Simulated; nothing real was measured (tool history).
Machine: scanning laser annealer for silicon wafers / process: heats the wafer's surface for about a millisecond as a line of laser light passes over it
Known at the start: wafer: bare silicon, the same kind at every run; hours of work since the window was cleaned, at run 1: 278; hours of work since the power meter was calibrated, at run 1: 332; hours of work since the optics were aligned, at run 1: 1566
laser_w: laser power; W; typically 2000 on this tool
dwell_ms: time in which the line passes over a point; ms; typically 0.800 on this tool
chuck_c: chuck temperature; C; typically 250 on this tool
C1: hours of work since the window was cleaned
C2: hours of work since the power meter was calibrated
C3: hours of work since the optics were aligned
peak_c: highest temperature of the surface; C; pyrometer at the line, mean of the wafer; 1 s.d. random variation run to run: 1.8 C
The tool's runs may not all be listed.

run 1 hour=0.0 | laser_w=2000 dwell_ms=0.800 chuck_c=250 | C1=278 C2=332 C3=1566 | peak_c=964
run 2 hour=9.4 | laser_w=2000 dwell_ms=0.800 chuck_c=250 | C1=284 C2=338 C3=1572 | peak_c=967
run 3 hour=20.8 | laser_w=2000 dwell_ms=0.800 chuck_c=251 | C1=291 C2=346 C3=1579 | peak_c=964
run 4 hour=37.8 | laser_w=2000 dwell_ms=0.800 chuck_c=250 | C1=302 C2=357 C3=1591 | peak_c=962
run 5 hour=51.4 | laser_w=2000 dwell_ms=0.800 chuck_c=278 | C1=311 C2=366 C3=1600 | peak_c=992
run 6 hour=65.7 | laser_w=2094 dwell_ms=0.868 chuck_c=211 | C1=321 C2=375 C3=1609 | peak_c=987
run 7 hour=77.0 | laser_w=2076 dwell_ms=0.917 chuck_c=250 | C1=328 C2=383 C3=1616 | peak_c=1042
run 8 hour=90.6 | laser_w=2000 dwell_ms=0.899 chuck_c=215 | C1=337 C2=391 C3=1625 | peak_c=962
run 9 hour=103.3 | laser_w=1835 dwell_ms=0.741 chuck_c=223 | C1=345 C2=400 C3=1634 | peak_c=849
run 10 hour=113.9 | laser_w=2000 dwell_ms=0.800 chuck_c=233 | C1=352 C2=407 C3=1641 | peak_c=943

Alternative continuations, all from the tool just after run 10; predict every row:
run A hour=126.1 | laser_w=1960 dwell_ms=0.629 chuck_c=233 | C1=360 C2=415 C3=1649 | peak_c=?
run B hour=126.1 | laser_w=2000 dwell_ms=0.726 chuck_c=219 | C1=360 C2=415 C3=1649 | peak_c=?
run C hour=126.1 | laser_w=1982 dwell_ms=0.778 chuck_c=233 | C1=360 C2=415 C3=1649 | peak_c=?
run D hour=126.1 | laser_w=2000 dwell_ms=0.755 chuck_c=286 | C1=360 C2=415 C3=1649 | peak_c=?
run E hour=126.1 | laser_w=1918 dwell_ms=0.819 chuck_c=263 | C1=360 C2=415 C3=1649 | peak_c=?

run=A peak_c=859
run=B peak_c=903
run=C peak_c=930
run=D peak_c=981
run=E peak_c=948
Without the tool's unlogged condition, the same runs would have read:
run=A peak_c=860
run=B peak_c=903
run=C peak_c=930
run=D peak_c=982
run=E peak_c=948

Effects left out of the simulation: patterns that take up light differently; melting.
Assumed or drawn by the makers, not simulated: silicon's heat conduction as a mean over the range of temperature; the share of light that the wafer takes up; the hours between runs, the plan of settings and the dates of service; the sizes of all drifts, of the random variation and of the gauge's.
